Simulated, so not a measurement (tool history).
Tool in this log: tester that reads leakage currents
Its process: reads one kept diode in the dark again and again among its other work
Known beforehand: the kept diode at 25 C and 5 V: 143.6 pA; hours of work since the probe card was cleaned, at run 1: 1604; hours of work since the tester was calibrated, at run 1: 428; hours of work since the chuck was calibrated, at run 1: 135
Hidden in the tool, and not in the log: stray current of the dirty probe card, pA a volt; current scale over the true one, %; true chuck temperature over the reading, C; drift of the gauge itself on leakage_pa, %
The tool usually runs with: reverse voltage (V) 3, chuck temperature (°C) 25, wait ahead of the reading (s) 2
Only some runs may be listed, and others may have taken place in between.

run   hour  reverse voltage (V)  chuck temperature (°C)  wait ahead of the reading (s)  hours of work since the probe card was cleaned  hours of work since the tester was calibrated  hours of work since the chuck was calibrated  current that the tester gives (pA)
  1      0                    3                      25                              2                                            1604                                            428                                           135                              110.94
  2   18.2                    3                      25                              2                                            1615                                            439                                           146                              111.03
  3   44.1                11.92                      25                              2                                            1630                                            455                                           162                               239.9
  4   64.1                11.92                      25                              2                                            1643                                            467                                           174                              238.17
  5     84                11.92                      25                              2                                            1655                                            479                                           186                              238.36
  6  105.4                    3                      33                              2                                            1668                                            492                                           199                              188.92
  7    123                    3                      33                              2                                            1678                                            503                                           210                              189.62
  8  149.7                 1.23                      25                              2                                            1695                                            519                                           226                               68.06
  9  179.9                 1.23                      25                              2                                            1713                                            538                                           245                               67.54
 10  196.5                 1.23                      25                              2                                            1723                                            548                                           255                               67.41
 11  209.8                 1.23                      25                              2                                            1731                                            556                                           263                               67.24
 12  238.3                    3                      20                              2                                            1749                                            573                                           280                               76.96
 13  265.3                    3                      20                              2                                            1765                                            590                                           297                               77.08
 14  289.6                    3                      20                              2                                            1780                                            604                                           311                               77.16
 15  317.2                    3                      20                              2                                            1796                                            621                                           328                                76.8
 16  329.7                    3                      25                           3.22                                            1804                                            629                                           336                              107.74
 17  355.1                    3                      25                           3.22                                            1820                                            644                                           351                              108.62
 18  371.9                    3                      25                           3.22                                            1830                                            654                                           361                              108.06
 19  391.1                    3                      25                           3.22                                            1841                                            666                                           373                               107.6
 20  420.7                    3                      25                           3.22                                            1859                                            684                                           391                              108.04
 21  433.6                    3                      25                           3.22                                            1867                                            692                                           399                              107.26
     438.1  -- probe card cleaned and baked
 22    461                    3                      25                           3.22                                              14                                            707                                           414                              110.59
 23  488.5                 4.29                      21                           0.37                                              31                                            724                                           430                              104.94
 24    516                 1.72                      34                           0.53                                              47                                            740                                           447                              147.06
 25  534.4                    3                      33                           3.66                                              59                                            751                                           458                              185.64
 26  549.1                 5.18                      45                           9.49                                              67                                            760                                           467                              535.54
 27  579.3                 5.18                      27                           9.49                                              86                                            779                                           486                              170.87
     586.9  -- probe card cleaned and baked, once more
 28  609.9                 5.18                      27                           9.49                                              14                                            796                                           502                              153.37
 29  625.1                 1.49                      36                           3.03                                              23                                            805                                           512                              148.49
 30  642.8                 1.49                      36                           3.03                                              34                                            816                                           522                              148.02
 31  666.8                 1.49                      36                           3.03                                              49                                            830                                           537                              147.37
 32  687.7                 1.49                      36                           6.38                                              61                                            843                                           550                              148.26
 33  709.1                  2.5                      26                           4.42                                              74                                            856                                           563                               96.51
 34  723.8                 6.37                      25                           3.17                                              83                                            865                                           572                              146.68
 35  738.8                 6.37                      25                           3.17                                              92                                            874                                           581                               146.1
 36  754.9                 6.37                      25                           3.17                                             102                                            884                                           591                              146.68
 37  776.8                 6.41                      25                           3.17                                             115                                            897                                           604                              147.22
 38  797.9                    3                      45                           3.84                                             128                                            910                                           617                                 383
 39    821                    3                      45                           3.84                                             142                                            924                                           631                              378.29
 40  843.3                 1.72                      54                           1.06                                             156                                            937                                           644                              493.86
 41  872.8                 1.46                      31                           3.73                                             174                                            955                                           662                              102.61

Some steps in current that the tester gives (pA) between neighbouring runs. How much of each would the tool show without its hidden state too (settings, what came in, random variation), and how much is left for the hidden state, with any gauge scatter that isn't in both results?
Run 25 -> 26: reverse voltage (V) 3 -> 5.18, chuck temperature (°C) 33 -> 45, wait ahead of the reading (s) 3.66 -> 9.49. current that the tester gives (pA) +349.9: hidden state -21.77, all else +371.67.
Run 26 -> 27: chuck temperature (°C) 45 -> 27. current that the tester gives (pA) -364.67: hidden state +29.56, all else -394.23.
Run 37 -> 38: reverse voltage (V) 6.41 -> 3, chuck temperature (°C) 25 -> 45, wait ahead of the reading (s) 3.17 -> 3.84. current that the tester gives (pA) +235.78: hidden state -24.75, all else +260.53.
Run 40 -> 41: reverse voltage (V) 1.72 -> 1.46, chuck temperature (°C) 54 -> 31, wait ahead of the reading (s) 1.06 -> 3.73. current that the tester gives (pA) -391.25: hidden state +40.82, all else -432.07.

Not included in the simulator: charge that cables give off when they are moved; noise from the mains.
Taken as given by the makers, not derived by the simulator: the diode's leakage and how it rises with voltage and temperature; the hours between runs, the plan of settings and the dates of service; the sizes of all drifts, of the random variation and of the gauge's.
